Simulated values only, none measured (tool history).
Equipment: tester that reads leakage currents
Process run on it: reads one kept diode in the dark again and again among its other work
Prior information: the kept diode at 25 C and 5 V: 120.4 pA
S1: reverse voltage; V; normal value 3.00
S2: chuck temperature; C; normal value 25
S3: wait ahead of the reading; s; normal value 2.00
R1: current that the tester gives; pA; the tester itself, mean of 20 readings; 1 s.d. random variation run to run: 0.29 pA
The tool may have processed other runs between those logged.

run,day,S1,S2,S3,R1
1,0.000,3.00,25,2.00,107.71
2,1.833,3.00,25,2.00,107.26
3,2.775,3.00,25,2.00,108.49
4,4.008,2.96,25,2.00,107.09
5,5.792,3.00,25,1.20,108.44
6,7.646,3.00,25,1.20,108.76
7,9.208,3.00,25,1.20,108.29
8,10.662,3.00,25,1.20,108.98
9,11.779,3.00,25,1.20,108.47
10,13.279,1.65,25,2.00,82.91
11,14.496,1.65,25,2.00,83.44
12,15.954,1.65,25,3.55,83.37
13,17.158,1.65,25,3.55,82.82
14,19.150,1.65,25,3.55,83.90
15,20.417,1.65,24,3.55,76.83
16,22.108,4.80,31,8.37,228.02
17,23.567,1.73,26,2.00,94.20
18,24.429,3.00,25,9.37,110.12
19,25.838,4.92,25,0.37,141.18
20,27.317,15.90,25,2.00,237.49
21,28.346,15.90,25,2.00,238.55

Run 22 comes next. What will it give?
22,29.767,3.00,57,2.00,?

{"run 22": {"R1": 1423.87}}
The same run, on a tool lacking any hidden state, would have yielded R1 1263.38 pA.
